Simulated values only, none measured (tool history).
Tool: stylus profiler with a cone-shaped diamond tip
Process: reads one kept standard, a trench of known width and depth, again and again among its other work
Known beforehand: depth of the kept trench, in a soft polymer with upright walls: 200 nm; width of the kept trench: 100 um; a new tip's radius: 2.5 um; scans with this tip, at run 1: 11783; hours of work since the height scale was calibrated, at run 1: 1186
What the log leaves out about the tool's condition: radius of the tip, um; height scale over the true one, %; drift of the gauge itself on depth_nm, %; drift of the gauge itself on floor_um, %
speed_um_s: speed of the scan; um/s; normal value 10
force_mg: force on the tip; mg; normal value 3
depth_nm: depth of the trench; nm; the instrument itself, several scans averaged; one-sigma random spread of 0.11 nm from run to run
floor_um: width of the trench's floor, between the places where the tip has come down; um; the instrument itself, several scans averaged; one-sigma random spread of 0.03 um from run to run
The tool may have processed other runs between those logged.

run	hour	speed_um_s	force_mg	scans with this tip	hours of work since the height scale was calibrated	depth_nm	floor_um
1	0	10	3	11783	1186	202.74	97.48
2	76.8	10	3	12157	1224	202.53	97.44
3	128.9	10	3	12411	1249	202.66	97.41
4	183.1	10	3	12675	1276	202.73	97.43
5	290.3	10	3.79	13198	1328	203.26	97.44
6	386	10	3.79	13664	1375	202.98	97.4
7	471.6	10	3.79	14081	1417	203.15	97.34
# hour 510.4: new tip fitted, height scale calibrated
8	541.2	10	1.4	150	15	201.38	98.03
9	609.4	10	1.16	482	49	200.99	97.95
10	709.4	10	1.16	970	98	200.98	97.99
11	769	10	1.16	1260	127	201.2	97.91
12	851.9	10	1.16	1664	167	201.12	97.9
13	940.6	10	3	2096	211	202.04	97.91
14	1045.1	5	3	2606	262	202.2	97.92
15	1116.6	10	3	2954	297	202.21	97.85
16	1225	10	3	3483	350	202.32	97.83
17	1338.9	10	3	4038	406	202.38	97.8
18	1460.5	10	3	4630	466	202.42	97.74
19	1533	10	3	4984	502	202.34	97.7
20	1656.4	10	3	5585	562	202.44	97.71
21	1722.8	16	1.01	5909	595	201.26	97.56
22	1836.6	13	4.81	6464	650	203.25	97.65
23	1899.7	27	6.91	6771	681	203.76	97.61
24	1987.7	27	4.34	7200	725	203.08	97.64
# hour 1997.5: height scale calibrated on a step standard
25	2060.2	27	4.34	7551	31	203	97.57
26	2163.8	27	4.34	8056	82	202.97	97.58
27	2236.1	10	2.84	8408	117	202.45	97.55
28	2316.4	3	1.66	8800	156	201.97	97.62
29	2418.8	3	1.66	9299	207	201.92	97.64
# hour 2444.6: height scale calibrated on a step standard, once more
30	2524.4	3	1.66	9811	39	201.37	97.55
31	2626.3	10	1.52	10307	89	201.22	97.47
32	2742.7	10	1.52	10875	146	201.28	97.52
33	2844.1	3	5.15	11369	196	203.06	97.56
34	2915.9	8	3.98	11719	231	202.57	97.5
35	3027.1	8	2.17	12261	286	201.95	97.48
36	3116.7	22	2.17	12698	330	201.78	97.32
37	3228.4	3	7.54	13242	384	203.87	97.47
38	3286.6	17	7.54	13526	413	203.91	97.41
39	3391.7	17	7.54	14038	465	204.06	97.33
# hour 3437.6: new tip fitted, height scale calibrated
40	3519	17	7.54	397	40	203.61	97.86

Measured result minus the same run's result without the hidden state. Both carry the same run-to-run variation, though not necessarily the same gauge scatter:
run	depth_nm	floor_um
1	+0.63	-0.51
2	+0.65	-0.53
3	+0.66	-0.53
4	+0.68	-0.55
5	+0.71	-0.56
6	+0.73	-0.58
7	+0.76	-0.61
8	-0.03	+0.01
9	-0.01	-0.01
10	+0.01	-0.03
11	+0.03	-0.05
12	+0.05	-0.06
13	+0.07	-0.09
14	+0.11	-0.11
15	+0.12	-0.13
16	+0.15	-0.16
17	+0.18	-0.18
18	+0.22	-0.21
19	+0.23	-0.23
20	+0.27	-0.26
21	+0.29	-0.27
22	+0.32	-0.3
23	+0.34	-0.31
24	+0.36	-0.33
25	+0.5	-0.34
26	+0.53	-0.36
27	+0.54	-0.38
28	+0.56	-0.4
29	+0.59	-0.42
30	-0.05	-0.44
31	-0.02	-0.46
32	+0.01	-0.49
33	+0.04	-0.5
34	+0.05	-0.52
35	+0.08	-0.54
36	+0.11	-0.56
37	+0.14	-0.57
38	+0.15	-0.59
39	+0.19	-0.61
40	-0.07	-0.05
